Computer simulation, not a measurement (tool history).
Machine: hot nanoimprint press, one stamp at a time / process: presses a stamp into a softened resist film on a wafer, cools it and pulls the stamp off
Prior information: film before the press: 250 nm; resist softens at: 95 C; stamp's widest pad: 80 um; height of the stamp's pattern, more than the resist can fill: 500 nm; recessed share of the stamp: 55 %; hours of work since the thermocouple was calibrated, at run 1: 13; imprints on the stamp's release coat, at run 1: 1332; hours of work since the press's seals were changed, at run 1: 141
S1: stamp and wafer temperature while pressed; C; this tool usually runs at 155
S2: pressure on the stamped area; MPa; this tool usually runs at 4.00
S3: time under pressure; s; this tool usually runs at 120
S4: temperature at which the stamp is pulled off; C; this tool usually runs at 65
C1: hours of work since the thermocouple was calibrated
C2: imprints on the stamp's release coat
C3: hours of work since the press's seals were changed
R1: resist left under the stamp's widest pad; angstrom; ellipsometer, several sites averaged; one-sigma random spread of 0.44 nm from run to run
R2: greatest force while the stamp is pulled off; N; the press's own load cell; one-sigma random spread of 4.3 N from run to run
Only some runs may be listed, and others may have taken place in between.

{"run": 1, "hour": 0.0, "S1": 155, "S2": 4.0, "S3": 120, "S4": 65, "C1": 13, "C2": 1332, "C3": 141, "R1": 1222, "R2": 260}
{"run": 2, "hour": 21.9, "S1": 155, "S2": 4.0, "S3": 120, "S4": 65, "C1": 23, "C2": 1379, "C3": 151, "R1": 1207, "R2": 269}
{"run": 3, "hour": 68.9, "S1": 155, "S2": 4.0, "S3": 120, "S4": 65, "C1": 43, "C2": 1481, "C3": 170, "R1": 1201, "R2": 271}
{"run": 4, "hour": 94.8, "S1": 155, "S2": 4.0, "S3": 120, "S4": 65, "C1": 54, "C2": 1537, "C3": 181, "R1": 1219, "R2": 269}
{"run": 5, "hour": 122.0, "S1": 155, "S2": 4.0, "S3": 70, "S4": 65, "C1": 65, "C2": 1596, "C3": 193, "R1": 1439, "R2": 262}
{"run": 6, "hour": 145.5, "S1": 155, "S2": 4.0, "S3": 70, "S4": 65, "C1": 75, "C2": 1647, "C3": 203, "R1": 1435, "R2": 275}
{"run": 7, "hour": 196.6, "S1": 155, "S2": 4.0, "S3": 70, "S4": 65, "C1": 97, "C2": 1757, "C3": 224, "R1": 1439, "R2": 267}
{"run": 8, "hour": 241.2, "S1": 155, "S2": 4.0, "S3": 70, "S4": 65, "C1": 115, "C2": 1854, "C3": 243, "R1": 1432, "R2": 285}
{"run": 9, "hour": 282.7, "S1": 155, "S2": 5.94, "S3": 210, "S4": 67, "C1": 133, "C2": 1944, "C3": 261, "R1": 800, "R2": 269}
{"run": 10, "hour": 327.9, "S1": 155, "S2": 4.0, "S3": 120, "S4": 73, "C1": 152, "C2": 2041, "C3": 280, "R1": 1212, "R2": 227}
{"hour": 334.6, "done": "plate thermocouple calibrated"}
{"hour": 367.0, "done": "stamp cleaned and given a new release coat"}
{"run": 11, "hour": 374.4, "S1": 155, "S2": 4.0, "S3": 120, "S4": 73, "C1": 14, "C2": 17, "C3": 296, "R1": 1199, "R2": 162}
{"run": 12, "hour": 409.1, "S1": 164, "S2": 4.0, "S3": 120, "S4": 57, "C1": 29, "C2": 91, "C3": 310, "R1": 897, "R2": 269}
{"run": 13, "hour": 452.4, "S1": 155, "S2": 2.56, "S3": 123, "S4": 65, "C1": 47, "C2": 185, "C3": 329, "R1": 1468, "R2": 211}
{"run": 14, "hour": 472.9, "S1": 155, "S2": 4.32, "S3": 120, "S4": 65, "C1": 56, "C2": 229, "C3": 337, "R1": 1154, "R2": 211}
{"run": 15, "hour": 501.9, "S1": 155, "S2": 4.32, "S3": 120, "S4": 65, "C1": 68, "C2": 292, "C3": 350, "R1": 1155, "R2": 215}

Predict each of these 4 candidate next runs independently; none follows another, all start after run 15:
{"run": "A", "hour": 542.4, "S1": 155, "S2": 3.63, "S3": 93, "S4": 68, "C1": 85, "C2": 380, "C3": 367, "R1": "?", "R2": "?"}
{"run": "B", "hour": 542.4, "S1": 155, "S2": 4.32, "S3": 120, "S4": 54, "C1": 85, "C2": 380, "C3": 367, "R1": "?", "R2": "?"}
{"run": "C", "hour": 542.4, "S1": 155, "S2": 4.32, "S3": 161, "S4": 65, "C1": 85, "C2": 380, "C3": 367, "R1": "?", "R2": "?"}
{"run": "D", "hour": 542.4, "S1": 155, "S2": 4.0, "S3": 70, "S4": 65, "C1": 85, "C2": 380, "C3": 367, "R1": "?", "R2": "?"}

run=A R1=1368 R2=200
run=B R1=1160 R2=296
run=C R1=1041 R2=214
run=D R1=1424 R2=218
Had the tool no hidden state, the same runs would have come out as:
run=A R1=1386 R2=191
run=B R1=1174 R2=282
run=C R1=1055 R2=204
run=D R1=1441 R2=209
